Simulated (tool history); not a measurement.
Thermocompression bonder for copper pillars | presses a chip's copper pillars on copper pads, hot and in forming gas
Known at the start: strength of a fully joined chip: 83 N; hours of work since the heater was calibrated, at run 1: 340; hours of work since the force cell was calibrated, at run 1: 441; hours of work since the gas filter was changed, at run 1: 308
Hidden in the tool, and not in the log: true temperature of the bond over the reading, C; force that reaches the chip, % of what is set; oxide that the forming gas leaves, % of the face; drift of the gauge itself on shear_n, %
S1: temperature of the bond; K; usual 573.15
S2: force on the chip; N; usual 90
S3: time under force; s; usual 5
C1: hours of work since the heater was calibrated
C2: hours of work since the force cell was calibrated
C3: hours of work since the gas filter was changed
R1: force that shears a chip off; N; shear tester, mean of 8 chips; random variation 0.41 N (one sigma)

Run 1, day 0.000: usual settings; C1 340; C2 441; C3 308. Result: R1 37.6 N.
Run 2, day 0.971: usual settings; C1 351; C2 452; C3 319. Result: R1 37.1 N.
Run 3, day 1.617: usual settings; C1 358; C2 460; C3 326. Result: R1 36.9 N.
Run 4, day 2.088: usual settings but S1 576.15 K; C1 364; C2 465; C3 332. Result: R1 38.1 N.
Run 5, day 3.150: usual settings; C1 376; C2 477; C3 344. Result: R1 37.1 N.
Run 6, day 3.712: usual settings but S3 6 s; C1 382; C2 484; C3 350. Result: R1 39.5 N.
Run 7, day 4.742: usual settings; C1 394; C2 496; C3 362. Result: R1 37.4 N.
Run 8, day 5.800: usual settings; C1 406; C2 508; C3 374. Result: R1 36.5 N.
Run 9, day 6.846: usual settings but S1 598.15 K, S3 8 s; C1 418; C2 520; C3 386. Result: R1 54.3 N.
Run 10, day 7.696: usual settings but S1 561.15 K; C1 428; C2 530; C3 396. Result: R1 32.1 N.
At day 7.829: heater calibrated with a thermocouple chip.
Run 11, day 8.667: usual settings but S1 580.15 K, S3 12 s; C1 10; C2 540; C3 406. Result: R1 53.7 N.
At day 8.888: forming gas filter changed.
Run 12, day 9.750: usual settings but S1 593.15 K, S2 133 N, S3 3 s; C1 22; C2 552; C3 10. Result: R1 53.4 N.
Run 13, day 10.325: usual settings but S1 593.15 K, S2 133 N, S3 3 s; C1 28; C2 559; C3 17. Result: R1 53.9 N.
Run 14, day 10.996: usual settings but S2 121 N, S3 4 s; C1 36; C2 566; C3 24. Result: R1 45.1 N.
At day 11.492: heater calibrated with a thermocouple chip, once more.
Run 15, day 11.546: usual settings but S2 121 N, S3 4 s; C1 1; C2 572; C3 30. Result: R1 42.0 N.

4 ways to go on from here, each from the tool as it stands after run 15. What would each give?
Run A, day 12.379: usual settings but S1 545.15 K, S2 62 N, S3 3 s; C1 10; C2 581; C3 39. Result: R1 ?.
Run B, day 12.379: usual settings but S1 577.15 K, S2 83 N, S3 4 s; C1 10; C2 581; C3 39. Result: R1 ?.
Run C, day 12.379: usual settings but S2 87 N, S3 4 s; C1 10; C2 581; C3 39. Result: R1 ?.
Run D, day 12.379: usual settings but S1 559.15 K, S2 121 N, S3 9 s; C1 10; C2 581; C3 39. Result: R1 ?.

run    R1
  A  14.7
  B  33.9
  C  33.4
  D  47.8
Without the tool's hidden state the same runs would have given:
run    R1
  A  14.0
  B  32.7
  C  32.2
  D  46.3

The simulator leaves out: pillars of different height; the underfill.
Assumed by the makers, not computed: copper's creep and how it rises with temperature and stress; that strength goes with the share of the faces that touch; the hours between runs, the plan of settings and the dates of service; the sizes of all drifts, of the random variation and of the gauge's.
